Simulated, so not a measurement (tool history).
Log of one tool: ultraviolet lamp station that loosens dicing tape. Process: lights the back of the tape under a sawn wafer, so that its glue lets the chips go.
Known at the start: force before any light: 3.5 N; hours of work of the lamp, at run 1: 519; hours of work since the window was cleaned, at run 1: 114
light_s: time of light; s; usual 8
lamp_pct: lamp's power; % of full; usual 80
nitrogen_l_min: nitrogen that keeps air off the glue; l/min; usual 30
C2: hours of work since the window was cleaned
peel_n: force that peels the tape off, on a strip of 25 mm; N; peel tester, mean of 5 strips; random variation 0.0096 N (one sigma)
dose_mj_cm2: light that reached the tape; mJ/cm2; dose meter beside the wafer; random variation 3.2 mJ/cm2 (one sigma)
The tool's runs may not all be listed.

{"run": 1, "hour": 0.0, "light_s": 8, "lamp_pct": 80, "nitrogen_l_min": 30, "hours of work of the lamp": 519, "C2": 114, "peel_n": 0.554, "dose_mj_cm2": 423}
{"run": 2, "hour": 18.5, "light_s": 8, "lamp_pct": 80, "nitrogen_l_min": 51, "hours of work of the lamp": 532, "C2": 127, "peel_n": 0.456, "dose_mj_cm2": 423}
{"run": 3, "hour": 35.9, "light_s": 8, "lamp_pct": 80, "nitrogen_l_min": 51, "hours of work of the lamp": 544, "C2": 139, "peel_n": 0.471, "dose_mj_cm2": 421}
{"run": 4, "hour": 49.5, "light_s": 8, "lamp_pct": 80, "nitrogen_l_min": 30, "hours of work of the lamp": 553, "C2": 149, "peel_n": 0.556, "dose_mj_cm2": 416}
{"run": 5, "hour": 72.6, "light_s": 8, "lamp_pct": 80, "nitrogen_l_min": 30, "hours of work of the lamp": 569, "C2": 165, "peel_n": 0.575, "dose_mj_cm2": 412}
{"run": 6, "hour": 84.1, "light_s": 12, "lamp_pct": 80, "nitrogen_l_min": 30, "hours of work of the lamp": 577, "C2": 172, "peel_n": 0.297, "dose_mj_cm2": 617}
{"run": 7, "hour": 108.7, "light_s": 12, "lamp_pct": 80, "nitrogen_l_min": 30, "hours of work of the lamp": 594, "C2": 190, "peel_n": 0.294, "dose_mj_cm2": 610}
{"hour": 111.1, "done": "window cleaned of glue's vapour"}
{"run": 8, "hour": 128.6, "light_s": 13, "lamp_pct": 62, "nitrogen_l_min": 40, "hours of work of the lamp": 607, "C2": 12, "peel_n": 0.374, "dose_mj_cm2": 498}
{"run": 9, "hour": 144.9, "light_s": 8, "lamp_pct": 80, "nitrogen_l_min": 25, "hours of work of the lamp": 619, "C2": 23, "peel_n": 0.676, "dose_mj_cm2": 398}
{"run": 10, "hour": 161.0, "light_s": 8, "lamp_pct": 80, "nitrogen_l_min": 25, "hours of work of the lamp": 630, "C2": 34, "peel_n": 0.662, "dose_mj_cm2": 397}
{"run": 11, "hour": 183.4, "light_s": 8, "lamp_pct": 80, "nitrogen_l_min": 25, "hours of work of the lamp": 645, "C2": 50, "peel_n": 0.689, "dose_mj_cm2": 393}
{"run": 12, "hour": 195.9, "light_s": 6, "lamp_pct": 94, "nitrogen_l_min": 25, "hours of work of the lamp": 654, "C2": 59, "peel_n": 0.819, "dose_mj_cm2": 340}

Forecast each of these 4 alternatives for the next run:
{"hour": 205.7, "done": "window cleaned of glue's vapour, once more"}
{"run": "A", "hour": 207.9, "light_s": 6, "lamp_pct": 81, "nitrogen_l_min": 42, "hours of work of the lamp": 662, "C2": 1, "peel_n": "?", "dose_mj_cm2": "?"}
{"hour": 205.7, "done": "window cleaned of glue's vapour, once more"}
{"run": "B", "hour": 207.9, "light_s": 12, "lamp_pct": 63, "nitrogen_l_min": 30, "hours of work of the lamp": 662, "C2": 1, "peel_n": "?", "dose_mj_cm2": "?"}
{"hour": 205.7, "done": "window cleaned of glue's vapour, once more"}
{"run": "C", "hour": 207.9, "light_s": 14, "lamp_pct": 94, "nitrogen_l_min": 48, "hours of work of the lamp": 662, "C2": 1, "peel_n": "?", "dose_mj_cm2": "?"}
{"hour": 205.7, "done": "window cleaned of glue's vapour, once more"}
{"run": "D", "hour": 207.9, "light_s": 10, "lamp_pct": 94, "nitrogen_l_min": 24, "hours of work of the lamp": 662, "C2": 1, "peel_n": "?", "dose_mj_cm2": "?"}

run=A peel_n=0.779 dose_mj_cm2=314
run=B peel_n=0.444 dose_mj_cm2=494
run=C peel_n=0.161 dose_mj_cm2=858
run=D peel_n=0.347 dose_mj_cm2=609
Without the tool's hidden state the same runs would have given:
run=A peel_n=0.573 dose_mj_cm2=386
run=B peel_n=0.314 dose_mj_cm2=606
run=C peel_n=0.14 dose_mj_cm2=1054
run=D peel_n=0.248 dose_mj_cm2=749
